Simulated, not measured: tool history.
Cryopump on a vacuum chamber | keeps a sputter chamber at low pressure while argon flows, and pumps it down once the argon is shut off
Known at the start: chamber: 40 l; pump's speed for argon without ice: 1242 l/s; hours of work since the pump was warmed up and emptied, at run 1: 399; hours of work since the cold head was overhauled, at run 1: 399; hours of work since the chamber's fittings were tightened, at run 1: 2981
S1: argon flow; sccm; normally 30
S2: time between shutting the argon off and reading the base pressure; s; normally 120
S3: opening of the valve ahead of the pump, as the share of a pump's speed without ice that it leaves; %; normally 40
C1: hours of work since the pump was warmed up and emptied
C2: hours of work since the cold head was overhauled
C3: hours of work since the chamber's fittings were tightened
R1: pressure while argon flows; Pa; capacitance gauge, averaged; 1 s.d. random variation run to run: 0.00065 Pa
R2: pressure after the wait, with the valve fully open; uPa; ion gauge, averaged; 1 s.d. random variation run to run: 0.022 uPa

Run 1, hour 0: usual settings; C1 399; C2 399; C3 2981. Result: R1 0.1133 Pa, R2 2.45 uPa.
Run 2, hour 38.5: usual settings; C1 423; C2 423; C3 3004. Result: R1 0.1138 Pa, R2 2.54 uPa.
Run 3, hour 85.4: usual settings; C1 451; C2 451; C3 3033. Result: R1 0.1134 Pa, R2 2.64 uPa.
Run 4, hour 137.8: usual settings but S1 14 sccm; C1 483; C2 483; C3 3065. Result: R1 0.0541 Pa, R2 2.76 uPa.
Run 5, hour 169.6: usual settings but S1 14 sccm; C1 503; C2 503; C3 3085. Result: R1 0.0544 Pa, R2 2.71 uPa.
Run 6, hour 220.8: usual settings but S1 14 sccm; C1 534; C2 534; C3 3116. Result: R1 0.0555 Pa, R2 2.8 uPa.
Run 7, hour 285.6: usual settings but S2 229 s; C1 574; C2 574; C3 3156. Result: R1 0.1191 Pa, R2 2.8 uPa.
Run 8, hour 329.9: usual settings but S2 229 s; C1 601; C2 601; C3 3183. Result: R1 0.1207 Pa, R2 2.82 uPa.
Run 9, hour 365.6: usual settings; C1 623; C2 623; C3 3204. Result: R1 0.122 Pa, R2 3.06 uPa.
At hour 394.6: pump warmed up, emptied and cooled again.
At hour 406.9: leaking fittings of the chamber tightened, without venting.
Run 10, hour 410.1: usual settings; C1 8; C2 646; C3 2. Result: R1 0.1022 Pa, R2 0.58 uPa.
Run 11, hour 441.3: usual settings; C1 27; C2 665; C3 21. Result: R1 0.1041 Pa, R2 0.6 uPa.
Run 12, hour 480.8: usual settings but S2 96 s, S3 46 %; C1 51; C2 689; C3 45. Result: R1 0.0885 Pa, R2 0.69 uPa.
Run 13, hour 553.3: usual settings but S2 96 s, S3 46 %; C1 96; C2 733; C3 90. Result: R1 0.0916 Pa, R2 0.78 uPa.
Run 14, hour 594.3: usual settings but S3 24 %; C1 121; C2 758; C3 115. Result: R1 0.1738 Pa, R2 0.67 uPa.
Run 15, hour 649.4: usual settings but S3 24 %; C1 155; C2 792; C3 148. Result: R1 0.174 Pa, R2 0.69 uPa.
Run 16, hour 693: usual settings but S2 39 s, S3 38 %; C1 181; C2 819; C3 175. Result: R1 0.1118 Pa, R2 1.4 uPa.
Run 17, hour 753.3: usual settings but S2 39 s, S3 38 %; C1 218; C2 856; C3 212. Result: R1 0.1133 Pa, R2 1.45 uPa.
Run 18, hour 798.6: usual settings but S2 39 s, S3 38 %; C1 246; C2 883; C3 239. Result: R1 0.1134 Pa, R2 1.45 uPa.
Run 19, hour 848.2: usual settings but S1 17 sccm, S2 104 s; C1 276; C2 914; C3 270. Result: R1 0.0629 Pa, R2 0.82 uPa.
Run 20, hour 894.6: usual settings but S1 17 sccm, S2 104 s; C1 305; C2 942; C3 298. Result: R1 0.062 Pa, R2 0.87 uPa.
Run 21, hour 937.8: usual settings but S1 46 sccm, S2 114 s, S3 51 %; C1 331; C2 968; C3 325. Result: R1 0.1355 Pa, R2 0.86 uPa.

Branching from run 21: 3 alternative next runs. What would each branch give?
Run A, hour 973.3: usual settings but S1 46 sccm, S2 122 s, S3 21 %; C1 353; C2 990; C3 346. Result: R1 ?, R2 ?.
Run B, hour 973.3: usual settings but S2 45 s; C1 353; C2 990; C3 346. Result: R1 ?, R2 ?.
Run C, hour 973.3: usual settings but S1 29 sccm, S2 70 s, S3 49 %; C1 353; C2 990; C3 346. Result: R1 ?, R2 ?.

run      R1    R2
  A  0.3153   0.9
  B  0.1119  1.41
  C  0.0892  1.05
Without the tool's unlogged condition, the same runs would have read:
run      R1    R2
  A  0.3009  0.59
  B  0.1025  1.09
  C  0.0801  0.75

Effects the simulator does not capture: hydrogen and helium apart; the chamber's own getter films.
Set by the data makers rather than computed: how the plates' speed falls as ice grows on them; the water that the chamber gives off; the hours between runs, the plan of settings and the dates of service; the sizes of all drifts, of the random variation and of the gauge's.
